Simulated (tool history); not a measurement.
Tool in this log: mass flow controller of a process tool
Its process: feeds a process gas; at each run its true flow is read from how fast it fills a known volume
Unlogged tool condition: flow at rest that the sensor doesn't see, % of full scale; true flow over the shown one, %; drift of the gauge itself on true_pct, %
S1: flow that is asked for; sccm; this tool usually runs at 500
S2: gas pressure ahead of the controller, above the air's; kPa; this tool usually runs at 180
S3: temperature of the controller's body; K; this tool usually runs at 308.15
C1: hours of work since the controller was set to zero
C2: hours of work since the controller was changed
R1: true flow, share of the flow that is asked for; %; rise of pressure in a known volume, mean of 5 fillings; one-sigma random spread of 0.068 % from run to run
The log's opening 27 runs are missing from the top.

run    hour   S1   S2      S3    C1    C2      R1
 28  2092.1  587  186  299.15  2324  2324   99.62
 29  2136.8  485  153  299.15  2353  2353   99.65
 30  2191.5  105  199  306.15  2389  2389  102.41
 31  2264.4  568  203  308.15  2437  2437   99.94
 32  2362.6  171  166  297.15  2501  2501  100.53
 33    2462  171  155  295.15  2567  2567  100.58
 34  2519.6  171  194  302.15  2604  2604  100.69
 35  2588.2  171  194  302.15  2649  2649  100.77
 36  2686.8  500  164  308.15  2714  2714  100.26
 37  2758.3  203  180  308.15  2761  2761  100.89
 38  2809.4  203  180  308.15  2795  2795  100.96
 39  2869.5  159  180  308.15  2834  2834  101.52
 40  2973.5  159  182  296.15  2902  2902  100.94
 41  3070.3  159  182  296.15  2966  2966  101.01
 42  3145.2  606  194  308.15  3015  3015  100.15
 43  3240.5  274  180  300.15  3078  3078  100.01
 44  3324.8  165  219  298.15  3133  3133  100.98
 45  3428.4  165  219  298.15  3201  3201  100.91
 46  3477.5  165  219  298.15  3233  3233     101
 47  3570.7  500  193  309.15  3294  3294  100.15
 48  3664.4  346  180  297.15  3356  3356   99.77

Each row is a separate what-if for the run after 48, all from the same tool condition, not one after another. Results?
  A  3767.2  266  218  303.15  3423  3423   ?
  B  3767.2  500  191  303.15  3423  3423   ?
  C  3767.2  175  156  308.15  3423  3423   ?
  D  3767.2  346  219  294.15  3423  3423   ?

run      R1
  A  100.22
  B   99.79
  C  101.86
  D   99.57
Had the tool no hidden state, the same runs would have come out as:
run     R1
  A  98.55
  B  99.18
  C     99
  D  98.43

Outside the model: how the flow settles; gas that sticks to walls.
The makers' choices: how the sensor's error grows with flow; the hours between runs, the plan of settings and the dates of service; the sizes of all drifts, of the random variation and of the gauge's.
